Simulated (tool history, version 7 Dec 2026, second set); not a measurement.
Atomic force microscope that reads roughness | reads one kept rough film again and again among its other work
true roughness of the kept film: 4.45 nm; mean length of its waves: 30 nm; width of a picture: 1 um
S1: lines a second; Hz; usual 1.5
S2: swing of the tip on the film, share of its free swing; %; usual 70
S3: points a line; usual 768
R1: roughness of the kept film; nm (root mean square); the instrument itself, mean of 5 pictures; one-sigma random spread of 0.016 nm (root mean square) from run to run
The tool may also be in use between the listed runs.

| run | hour | S1 | S2 | S3 | R1 |
|---|---|---|---|---|---|
| 1 | 0 | 1.5 | 70 | 768 | 3.686 |
| 2 | 49.8 | 2.18 | 70 | 768 | 2.96 |
| 3 | 96.6 | 1.5 | 65 | 768 | 3.348 |
| 4 | 124.9 | 1.5 | 65 | 768 | 3.057 |
| 5 | 147.5 | 1.5 | 65 | 768 | 3.683 |
| 6 | 183.9 | 1.5 | 70 | 768 | 3.138 |
| 7 | 214.8 | 1.5 | 70 | 768 | 3.645 |
| 8 | 248.5 | 1.5 | 70 | 768 | 3.17 |
| 9 | 280.5 | 1.5 | 70 | 768 | 3.744 |
| 10 | 331.2 | 3.13 | 70 | 768 | 2.975 |
| 11 | 363.9 | 3.13 | 70 | 768 | 3.394 |
| 12 | 390.1 | 1.5 | 70 | 768 | 3.33 |
| 13 | 439.4 | 1.5 | 70 | 768 | 3.621 |
| 14 | 480 | 0.57 | 70 | 768 | 3.235 |
| 15 | 532.5 | 0.57 | 70 | 768 | 3.513 |
| 16 | 557.9 | 2.28 | 70 | 841 | 2.987 |
| 17 | 607 | 2.28 | 70 | 841 | 3.208 |
| 18 | 659.2 | 2.28 | 70 | 841 | 3.467 |
| 19 | 709.3 | 1.07 | 80 | 768 | 2.906 |
| 20 | 745 | 1.26 | 80 | 549 | 3.335 |
| 21 | 774.7 | 0.99 | 70 | 869 | 3.119 |
| 22 | 822.6 | 0.99 | 89 | 302 | 3.195 |
| 23 | 848 | 1.56 | 58 | 539 | 3.146 |

Removed from this log: 13 entries logged between the listed runs. Between which two listed runs does each belong, and how does the tool's hidden state at the listed run before it compare with that at the listed run after it?
Between runs 2 and 3: new tip fitted (hour 63.3)
  radius of the tip, nm: 19.4 -> 14.1; height scale over the true one, %: 0.27 -> 0.3
  the result without the hidden state subtracted from the measured one, R1: -0.748 -> -0.529 nm (root mean square)
Between runs 4 and 5: new tip fitted (hour 134.6)
  radius of the tip, nm: 20.5 -> 7.9; height scale over the true one, %: 0.31 -> 0.33
  the result without the hidden state subtracted from the measured one, R1: -0.827 -> -0.18 nm (root mean square)
Between runs 6 and 7: new tip fitted (hour 206.8)
  radius of the tip, nm: 16.9 -> 7.4; height scale over the true one, %: 0.35 -> 0.37
  the result without the hidden state subtracted from the measured one, R1: -0.654 -> -0.141 nm (root mean square)
Between runs 8 and 9: new tip fitted (hour 278.5)
  radius of the tip, nm: 16.1 -> 5.6; height scale over the true one, %: 0.39 -> 0.41
  the result without the hidden state subtracted from the measured one, R1: -0.614 -> -0.027 nm (root mean square)
Between runs 10 and 11: new tip fitted (hour 352.4)
  radius of the tip, nm: 16.1 -> 7.8; height scale over the true one, %: 0.44 -> 0.46
  the result without the hidden state subtracted from the measured one, R1: -0.572 -> -0.151 nm (root mean square)
Between runs 11 and 12: height scale calibrated on a step standard (hour 369.1)
  radius of the tip, nm: 7.8 -> 13.5; height scale over the true one, %: 0.46 -> 0.61
  the result without the hidden state subtracted from the measured one, R1: -0.151 -> -0.478 nm (root mean square)
Between runs 12 and 13: new tip fitted (hour 427.9)
  radius of the tip, nm: 13.5 -> 8.1; height scale over the true one, %: 0.61 -> 0.64
  the result without the hidden state subtracted from the measured one, R1: -0.478 -> -0.176 nm (root mean square)
Between runs 14 and 15: new tip fitted (hour 499.1)
  radius of the tip, nm: 17.7 -> 12.7; height scale over the true one, %: 0.67 -> 0.7
  the result without the hidden state subtracted from the measured one, R1: -0.705 -> -0.455 nm (root mean square)
Between runs 16 and 17: new tip fitted (hour 572.5)
  radius of the tip, nm: 18.9 -> 14.1; height scale over the true one, %: 0.71 -> 0.75
  the result without the hidden state subtracted from the measured one, R1: -0.712 -> -0.493 nm (root mean square)
Between runs 17 and 18: new tip fitted (hour 645.8); height scale calibrated on a step standard, once more (hour 654.6)
  radius of the tip, nm: 14.1 -> 8.4; height scale over the true one, %: 0.75 -> 0.07
  the result without the hidden state subtracted from the measured one, R1: -0.493 -> -0.207 nm (root mean square)
Between runs 19 and 20: new tip fitted (hour 720.6)
  radius of the tip, nm: 21 -> 11.4; height scale over the true one, %: 0.1 -> 0.13
  the result without the hidden state subtracted from the measured one, R1: -0.827 -> -0.375 nm (root mean square)
Between runs 21 and 22: new tip fitted (hour 793.9)
  radius of the tip, nm: 19.3 -> 12.2; height scale over the true one, %: 0.14 -> 0.17
  the result without the hidden state subtracted from the measured one, R1: -0.79 -> -0.402 nm (root mean square)

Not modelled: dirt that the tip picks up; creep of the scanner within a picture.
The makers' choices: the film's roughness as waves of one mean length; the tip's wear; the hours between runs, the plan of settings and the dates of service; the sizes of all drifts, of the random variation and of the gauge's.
